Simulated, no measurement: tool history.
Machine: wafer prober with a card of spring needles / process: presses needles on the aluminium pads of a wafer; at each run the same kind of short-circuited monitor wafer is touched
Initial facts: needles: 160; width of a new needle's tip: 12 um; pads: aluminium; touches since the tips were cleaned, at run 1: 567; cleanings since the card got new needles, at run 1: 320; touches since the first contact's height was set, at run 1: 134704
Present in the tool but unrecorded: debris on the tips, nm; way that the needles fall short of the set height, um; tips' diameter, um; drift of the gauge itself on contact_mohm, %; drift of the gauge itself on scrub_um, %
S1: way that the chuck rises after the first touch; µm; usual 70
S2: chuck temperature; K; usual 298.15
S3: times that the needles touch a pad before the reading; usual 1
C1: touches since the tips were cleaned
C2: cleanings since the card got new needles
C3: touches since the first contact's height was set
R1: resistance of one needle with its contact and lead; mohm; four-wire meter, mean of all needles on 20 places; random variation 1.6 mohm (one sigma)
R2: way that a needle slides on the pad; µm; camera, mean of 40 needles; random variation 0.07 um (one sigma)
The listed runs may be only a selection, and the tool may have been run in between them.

| run | hour | S1 | S2 | S3 | C1 | C2 | C3 | R1 | R2 |
|---|---|---|---|---|---|---|---|---|---|
| 1 | 0 | 70 | 298.15 | 1 | 567 | 320 | 134704 | 171 | 9.22 |
|  | 3 | tips cleaned on abrasive film |
|  | 8 | tips cleaned on abrasive film |
|  | 13 | tips cleaned on abrasive film |
|  | 17 | tips cleaned on abrasive film |
|  | 21 | tips cleaned on abrasive film |
|  | 25.9 | tips cleaned on abrasive film |
|  | 30.9 | tips cleaned on abrasive film |
|  | 35.9 | tips cleaned on abrasive film |
|  | 38.1 | height of the first contact set anew |
|  | 40.2 | tips cleaned on abrasive film |
| 2 | 44 | 70 | 298.15 | 1 | 1574 | 329 | 2375 | 178 | 10.36 |
|  | 45.1 | tips cleaned on abrasive film |
|  | 49.1 | tips cleaned on abrasive film |
|  | 54 | tips cleaned on abrasive film |
|  | 58 | tips cleaned on abrasive film |
|  | 63 | tips cleaned on abrasive film |
|  | 68 | tips cleaned on abrasive film |
|  | 72 | tips cleaned on abrasive film |
|  | 76 | tips cleaned on abrasive film |
|  | 81 | tips cleaned on abrasive film |
|  | 85 | tips cleaned on abrasive film |
| 3 | 86.6 | 70 | 298.15 | 1 | 696 | 339 | 19487 | 171 | 10.1 |
|  | 89.7 | tips cleaned on abrasive film |
|  | 94.6 | tips cleaned on abrasive film |
|  | 99.6 | tips cleaned on abrasive film |
|  | 104.6 | tips cleaned on abrasive film |
|  | 109.6 | tips cleaned on abrasive film |
|  | 114.5 | tips cleaned on abrasive film |
|  | 118.5 | tips cleaned on abrasive film |
|  | 123.5 | tips cleaned on abrasive film |
|  | 127.5 | tips cleaned on abrasive film |
|  | 131.5 | tips cleaned on abrasive film |
|  | 135.5 | tips cleaned on abrasive film |
| 4 | 135.5 | 70 | 298.15 | 1 | 0 | 350 | 39125 | 161 | 9.98 |
|  | 140.5 | tips cleaned on abrasive film |
|  | 144.5 | tips cleaned on abrasive film |
|  | 148.5 | tips cleaned on abrasive film |
|  | 153.5 | tips cleaned on abrasive film |
|  | 157.5 | tips cleaned on abrasive film |
|  | 161.5 | tips cleaned on abrasive film |
|  | 166.4 | tips cleaned on abrasive film |
|  | 170.4 | tips cleaned on abrasive film |
|  | 182.4 | card fitted with new needles |
|  | 187.4 | tips cleaned on abrasive film |
| 5 | 188.4 | 70 | 298.15 | 1 | 412 | 1 | 2414 | 158 | 10.28 |
|  | 191.4 | tips cleaned on abrasive film |
|  | 195.4 | tips cleaned on abrasive film |
|  | 199.4 | tips cleaned on abrasive film |
|  | 204.4 | tips cleaned on abrasive film |
|  | 209.4 | tips cleaned on abrasive film |
|  | 214.4 | tips cleaned on abrasive film |
|  | 218.4 | tips cleaned on abrasive film |
|  | 223.3 | tips cleaned on abrasive film |
|  | 228.3 | tips cleaned on abrasive film |
|  | 232.3 | tips cleaned on abrasive film |
|  | 237.3 | tips cleaned on abrasive film |
| 6 | 239.5 | 70 | 300.15 | 1 | 930 | 12 | 22969 | 159 | 10.29 |
|  | 241.6 | tips cleaned on abrasive film |
|  | 246.6 | tips cleaned on abrasive film |
|  | 250.6 | tips cleaned on abrasive film |
|  | 254.6 | tips cleaned on abrasive film |
|  | 259.5 | tips cleaned on abrasive film |
|  | 263.5 | tips cleaned on abrasive film |
|  | 268.5 | tips cleaned on abrasive film |
|  | 273.5 | tips cleaned on abrasive film |
|  | 277.5 | tips cleaned on abrasive film |
|  | 281.5 | tips cleaned on abrasive film |
|  | 286.4 | tips cleaned on abrasive film |
|  | 290.4 | tips cleaned on abrasive film |
|  | 294.4 | tips cleaned on abrasive film |
| 7 | 297.9 | 70 | 300.15 | 1 | 1439 | 25 | 46433 | 161 | 9.97 |
|  | 299 | tips cleaned on abrasive film |
|  | 304 | tips cleaned on abrasive film |
|  | 308.9 | tips cleaned on abrasive film |
|  | 313.9 | tips cleaned on abrasive film |
|  | 317.9 | tips cleaned on abrasive film |
|  | 322.9 | tips cleaned on abrasive film |
|  | 326.9 | tips cleaned on abrasive film |
|  | 331.9 | tips cleaned on abrasive film |
|  | 336.8 | tips cleaned on abrasive film |
| 8 | 338.3 | 54 | 298.15 | 1 | 615 | 34 | 62664 | 163 | 7.45 |
|  | 341.3 | tips cleaned on abrasive film |
|  | 346.3 | tips cleaned on abrasive film |
|  | 350.3 | tips cleaned on abrasive film |
|  | 355.3 | tips cleaned on abrasive film |
|  | 359.3 | tips cleaned on abrasive film |
|  | 363.3 | tips cleaned on abrasive film |
|  | 368.3 | tips cleaned on abrasive film |
|  | 373.2 | tips cleaned on abrasive film |
|  | 378.2 | tips cleaned on abrasive film |
| 9 | 380.9 | 70 | 303.15 | 1 | 1105 | 43 | 79786 | 162 | 9.7 |
|  | 382.9 | tips cleaned on abrasive film |
|  | 386.9 | tips cleaned on abrasive film |
|  | 390.9 | tips cleaned on abrasive film |
|  | 395.9 | tips cleaned on abrasive film |
|  | 399.9 | tips cleaned on abrasive film |
|  | 404.9 | tips cleaned on abrasive film |
|  | 409.8 | tips cleaned on abrasive film |
| 10 | 411.3 | 61 | 345.15 | 1 | 598 | 50 | 91995 | 167 | 8.27 |
|  | 414.3 | tips cleaned on abrasive film |
|  | 418.3 | tips cleaned on abrasive film |
|  | 423.3 | tips cleaned on abrasive film |
|  | 428.3 | tips cleaned on abrasive film |
|  | 432.3 | tips cleaned on abrasive film |
|  | 437.2 | tips cleaned on abrasive film |
|  | 441.2 | tips cleaned on abrasive film |
| 11 | 441.9 | 61 | 345.15 | 1 | 285 | 57 | 104293 | 169 | 8.12 |
|  | 445.9 | tips cleaned on abrasive film |
|  | 449.9 | tips cleaned on abrasive film |
|  | 454.9 | tips cleaned on abrasive film |
|  | 458.9 | tips cleaned on abrasive film |
|  | 462.9 | tips cleaned on abrasive film |
|  | 467.9 | tips cleaned on abrasive film |
|  | 472.8 | tips cleaned on abrasive film |
|  | 476.8 | tips cleaned on abrasive film |
|  | 481.8 | tips cleaned on abrasive film |
|  | 485.8 | tips cleaned on abrasive film |
| 12 | 486.4 | 51 | 345.15 | 1 | 256 | 67 | 122167 | 176 | 6.61 |
|  | 490.4 | tips cleaned on abrasive film |
|  | 495.4 | tips cleaned on abrasive film |
|  | 500.4 | tips cleaned on abrasive film |
|  | 504.4 | tips cleaned on abrasive film |
|  | 509.3 | tips cleaned on abrasive film |
|  | 513.3 | tips cleaned on abrasive film |
|  | 517.3 | tips cleaned on abrasive film |
|  | 522.3 | tips cleaned on abrasive film |
|  | 526.3 | tips cleaned on abrasive film |
|  | 531.3 | tips cleaned on abrasive film |
|  | 535.3 | tips cleaned on abrasive film |
|  | 539.3 | tips cleaned on abrasive film |
|  | 543.3 | tips cleaned on abrasive film |
| 13 | 544 | 51 | 345.15 | 1 | 293 | 80 | 145284 | 174 | 6.29 |

Here are 3 independent what-if runs from the current tool condition. What would each one return?
|  | 548 | tips cleaned on abrasive film |
|  | 553 | tips cleaned on abrasive film |
|  | 555.2 | height of the first contact set anew |
|  | 558.2 | tips cleaned on abrasive film |
|  | 562.2 | tips cleaned on abrasive film |
|  | 567.2 | tips cleaned on abrasive film |
|  | 571.2 | tips cleaned on abrasive film |
|  | 576.2 | tips cleaned on abrasive film |
|  | 580.2 | tips cleaned on abrasive film |
| A | 583.6 | 69 | 308.15 | 1 | 1416 | 88 | 11427 | ? | ? |
|  | 548 | tips cleaned on abrasive film |
|  | 553 | tips cleaned on abrasive film |
|  | 555.2 | height of the first contact set anew |
|  | 558.2 | tips cleaned on abrasive film |
|  | 562.2 | tips cleaned on abrasive film |
|  | 567.2 | tips cleaned on abrasive film |
|  | 571.2 | tips cleaned on abrasive film |
|  | 576.2 | tips cleaned on abrasive film |
|  | 580.2 | tips cleaned on abrasive film |
| B | 583.6 | 70 | 370.15 | 1 | 1416 | 88 | 11427 | ? | ? |
|  | 548 | tips cleaned on abrasive film |
|  | 553 | tips cleaned on abrasive film |
|  | 555.2 | height of the first contact set anew |
|  | 558.2 | tips cleaned on abrasive film |
|  | 562.2 | tips cleaned on abrasive film |
|  | 567.2 | tips cleaned on abrasive film |
|  | 571.2 | tips cleaned on abrasive film |
|  | 576.2 | tips cleaned on abrasive film |
|  | 580.2 | tips cleaned on abrasive film |
| C | 583.6 | 53 | 298.15 | 2 | 1416 | 88 | 11427 | ? | ? |

| run | R1 | R2 |
|---|---|---|
| A | 165 | 10.2 |
| B | 176 | 10.24 |
| C | 165 | 7.74 |
Take away the tool's hidden state, keep each run's random variation, and the runs would have read:
| run | R1 | R2 |
|---|---|---|
| A | 152 | 10.29 |
| B | 166 | 10.33 |
| C | 152 | 7.83 |
